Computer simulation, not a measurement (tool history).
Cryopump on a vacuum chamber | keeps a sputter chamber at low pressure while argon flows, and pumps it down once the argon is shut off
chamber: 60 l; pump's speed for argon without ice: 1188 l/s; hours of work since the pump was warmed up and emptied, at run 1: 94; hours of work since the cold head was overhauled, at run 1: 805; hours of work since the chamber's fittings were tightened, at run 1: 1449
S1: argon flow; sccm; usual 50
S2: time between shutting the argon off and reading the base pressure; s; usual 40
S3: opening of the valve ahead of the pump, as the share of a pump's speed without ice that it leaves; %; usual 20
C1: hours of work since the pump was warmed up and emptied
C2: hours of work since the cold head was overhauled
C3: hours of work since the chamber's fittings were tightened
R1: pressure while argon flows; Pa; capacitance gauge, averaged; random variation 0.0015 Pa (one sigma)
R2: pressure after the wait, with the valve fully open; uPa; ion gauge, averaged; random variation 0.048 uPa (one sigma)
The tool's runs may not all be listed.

run,hour,S1,S2,S3,C1,C2,C3,R1,R2
1,0,50,40,20,94,805,1449,0.3622,5.37
2,24.6,50,40,20,105,816,1460,0.3621,5.43
3,60.1,50,40,20,121,832,1475,0.3622,5.45
4,107.2,50,40,20,141,852,1496,0.3647,5.44
5,155.4,50,40,20,162,874,1517,0.3618,5.7
6,191.9,50,40,20,178,890,1533,0.3617,5.64
7,245.4,28,40,20,202,913,1556,0.2039,5.67
# hour 261: leaking fittings of the chamber tightened, without venting
8,277.8,28,40,20,215,926,7,0.2033,2.91
9,328.6,50,40,20,237,948,30,0.3654,3.14
10,364.6,84,40,20,253,964,45,0.6131,3.08
11,389.8,45,40,20,264,975,56,0.3291,3.03
12,412.6,50,35,20,274,985,66,0.3638,3.51
13,443.2,50,40,20,287,999,80,0.3651,3.12
14,497.4,50,40,20,311,1022,103,0.3678,3.21
15,539.6,50,40,20,330,1041,122,0.3706,3.25
16,593.7,50,40,20,353,1065,146,0.3706,3.21
17,642.2,50,40,20,375,1086,167,0.3682,3.31
18,689,21,45,26,395,1106,187,0.1209,3
19,721.4,21,45,26,409,1120,202,0.1211,3.1
20,758.3,21,45,26,425,1137,218,0.122,3.06
21,784.9,41,29,20,437,1148,229,0.3047,4.37
22,825.4,50,99,38,455,1166,247,0.2061,1.89
23,879.7,50,99,38,478,1190,271,0.2081,2.01
24,902.4,50,99,38,488,1200,281,0.2065,2.08
25,955.9,50,99,38,512,1223,304,0.207,2.06
26,991.1,50,99,38,527,1239,320,0.2104,2.11
27,1020.5,80,29,56,540,1251,332,0.2398,4.72
28,1053.8,38,196,16,555,1266,347,0.3516,1.75
29,1093.8,38,196,16,572,1283,365,0.3554,1.76
30,1143,50,37,20,594,1305,386,0.3804,4.13
31,1196.2,49,34,46,617,1328,409,0.1755,4.4
32,1240,50,21,34,636,1347,429,0.2342,6.24
33,1268.5,50,21,34,649,1360,441,0.2359,6.32
34,1306.2,50,21,34,665,1376,458,0.2374,6.61

3 ways to go on from here, each from the tool as it stands after run 34. What would each give?
A,1341.4,67,103,16,681,1392,473,?,?
B,1341.4,44,78,52,681,1392,473,?,?
C,1341.4,96,187,49,681,1392,473,?,?

run,R1,R2
A,0.6365,2.48
B,0.1452,2.81
C,0.3348,2.09
Without the tool's hidden state the same runs would have given:
run,R1,R2
A,0.5969,1.24
B,0.1194,1.57
C,0.2783,0.84
